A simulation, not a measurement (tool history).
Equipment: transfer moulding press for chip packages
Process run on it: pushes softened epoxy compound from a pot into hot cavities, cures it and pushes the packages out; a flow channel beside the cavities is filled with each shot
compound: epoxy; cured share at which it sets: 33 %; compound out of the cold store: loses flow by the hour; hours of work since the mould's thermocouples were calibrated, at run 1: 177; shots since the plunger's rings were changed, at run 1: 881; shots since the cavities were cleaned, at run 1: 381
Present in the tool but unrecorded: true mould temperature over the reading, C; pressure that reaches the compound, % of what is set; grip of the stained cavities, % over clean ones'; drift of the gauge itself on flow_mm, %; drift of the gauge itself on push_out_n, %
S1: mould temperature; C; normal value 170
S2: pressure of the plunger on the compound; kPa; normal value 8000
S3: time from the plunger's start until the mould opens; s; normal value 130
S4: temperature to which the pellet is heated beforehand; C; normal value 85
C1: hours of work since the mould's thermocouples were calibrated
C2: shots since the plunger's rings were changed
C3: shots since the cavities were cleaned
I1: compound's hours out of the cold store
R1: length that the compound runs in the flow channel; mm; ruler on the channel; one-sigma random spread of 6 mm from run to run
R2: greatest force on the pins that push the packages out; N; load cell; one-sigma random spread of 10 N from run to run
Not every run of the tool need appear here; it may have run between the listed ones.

run,hour,S1,S2,S3,S4,C1,C2,C3,I1,R1,R2
1,0,170,8000,130,85,177,881,381,8,1033,619
2,16.2,170,8000,130,85,184,985,485,24.3,921,630
3,29.5,170,8000,130,95,191,1072,572,35.6,855,619
4,45.8,170,8000,130,85,198,1177,677,45.6,803,664
# hour 53.8: cavities cleaned with cleaning compound and waxed
5,70.1,170,8000,130,85,209,1324,105,19.3,956,703
6,90,170,8000,130,85,218,1453,234,12,1001,703
7,112.9,170,8000,130,84,229,1601,382,14.4,976,733
8,125.4,170,8000,134,84,235,1682,463,31,867,709
9,140.7,170,8000,134,84,242,1781,562,18.3,951,724
10,157.1,163,8000,130,85,250,1887,668,18.9,983,1035
# hour 168: cavities cleaned with cleaning compound and waxed
# hour 175.4: cavities cleaned with cleaning compound and waxed, once more
11,175.7,163,8000,130,85,258,1988,3,41.5,847,669
12,193.4,163,8000,130,85,266,2102,117,40.5,844,738
13,204.3,170,8000,130,91,271,2173,188,27,900,562
14,215.8,170,8000,130,91,276,2247,262,41.2,805,585
15,229.4,174,7120,131,80,283,2335,350,37.4,781,579
16,249.4,164,7120,124,80,292,2464,479,19.4,912,939
17,261.8,164,7090,163,80,298,2544,559,27.5,866,675
18,276.4,164,7090,163,80,305,2639,654,33.6,817,680
# hour 289.5: cavities cleaned with cleaning compound and waxed
19,298.6,164,9980,132,80,315,2773,60,20,1071,696
20,321.7,171,6170,118,94,326,2921,208,19.6,807,567
21,344.5,177,8000,130,93,337,3069,356,21.3,882,553
22,366.6,177,8000,130,93,347,3212,499,10.3,941,587
23,384,170,8000,127,80,355,3325,612,40.2,807,644
24,398.8,170,8000,127,80,362,3420,707,41.8,790,716
# hour 402.5: cavities cleaned with cleaning compound and waxed
25,420.9,165,8000,142,85,372,3553,119,31,879,579
26,432.9,165,8000,112,94,378,3631,197,8.5,1009,954
27,450.2,170,8000,130,80,386,3743,309,9.7,982,606
28,463.4,170,8000,130,80,392,3828,394,33.1,845,604

5 ways to go on from here, each from the tool as it stands after run 28. What would each give?
A,486.1,171,8990,130,94,403,3975,541,45.4,?,?
B,486.1,172,7130,130,91,403,3975,541,27.7,?,?
C,486.1,170,7110,130,80,403,3975,541,13.6,?,?
D,486.1,166,8000,130,85,403,3975,541,21.5,?,?
E,486.1,175,6510,130,75,403,3975,541,25.9,?,?

run,R1,R2
A,815,600
B,801,604
C,897,664
D,924,744
E,778,597
The same runs, with their run-to-run variation unchanged, on a tool lacking any hidden condition would have given:
run,R1,R2
A,869,446
B,855,450
C,957,491
D,986,543
E,830,445

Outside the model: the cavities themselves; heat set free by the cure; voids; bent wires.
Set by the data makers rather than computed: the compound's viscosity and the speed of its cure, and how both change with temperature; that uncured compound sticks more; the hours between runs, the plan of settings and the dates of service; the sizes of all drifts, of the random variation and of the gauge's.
